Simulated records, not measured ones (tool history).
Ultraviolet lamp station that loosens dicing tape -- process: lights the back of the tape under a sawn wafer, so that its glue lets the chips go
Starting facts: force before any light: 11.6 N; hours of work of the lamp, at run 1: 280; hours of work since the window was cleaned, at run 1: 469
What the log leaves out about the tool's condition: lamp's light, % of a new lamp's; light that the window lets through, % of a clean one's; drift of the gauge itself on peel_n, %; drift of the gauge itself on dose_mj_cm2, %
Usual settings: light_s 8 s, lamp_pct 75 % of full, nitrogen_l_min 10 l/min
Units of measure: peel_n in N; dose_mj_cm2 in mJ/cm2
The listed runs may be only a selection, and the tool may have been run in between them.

run   hour  light_s  lamp_pct  nitrogen_l_min  hours of work of the lamp  hours of work since the window was cleaned  peel_n  dose_mj_cm2
  1    0.0        8        75              10                        280                                         469   0.563          334
  2   37.4        8        75              10                        297                                         486   0.539          335
      75.8  -- window cleaned of glue's vapour
  3   79.4        8        75              10                        316                                           2   0.546          337
  4  103.8        8        75              10                        328                                          13   0.568          341
  5  129.4       14        75              10                        339                                          25   0.187          593
  6  151.1        8        75               7                        349                                          35   0.701          336
  7  171.4        8        75               7                        359                                          44   0.680          340
  8  193.8       10        75              10                        369                                          55   0.332          422
  9  234.0        8        66              10                        388                                          73   0.771          298
 10  262.7        8        66              10                        401                                          87   0.771          295
 11  299.2        8        66              10                        418                                         104   0.769          303
 12  329.1        7        70              10                        432                                         118   0.903          278
 13  363.3        5        70              17                        448                                         133   1.438          199
 14  392.2        5        70              17                        461                                         147   1.469          199
 15  410.5        8        93              10                        470                                         155   0.338          422
 16  440.4        6        75               4                        484                                         169   1.788          254
 17  473.4        4        64               4                        499                                         184   3.879          145
 18  491.5       14       100               5                        507                                         193   0.171          796

3 options for the next run, each taken on its own from the tool as it stands now. Forecast them:
  A  520.4       13        75               7                        521                                         206       ?            ?
  B  520.4       14       100               6                        521                                         206       ?            ?
  C  520.4        9       100               4                        521                                         206       ?            ?

run  peel_n  dose_mj_cm2
  A   0.231          546
  B   0.171          785
  C   0.383          509
With the hidden condition removed and each run's random variation left untouched, the same runs would have given:
run  peel_n  dose_mj_cm2
  A   0.230          547
  B   0.171          786
  C   0.382          509

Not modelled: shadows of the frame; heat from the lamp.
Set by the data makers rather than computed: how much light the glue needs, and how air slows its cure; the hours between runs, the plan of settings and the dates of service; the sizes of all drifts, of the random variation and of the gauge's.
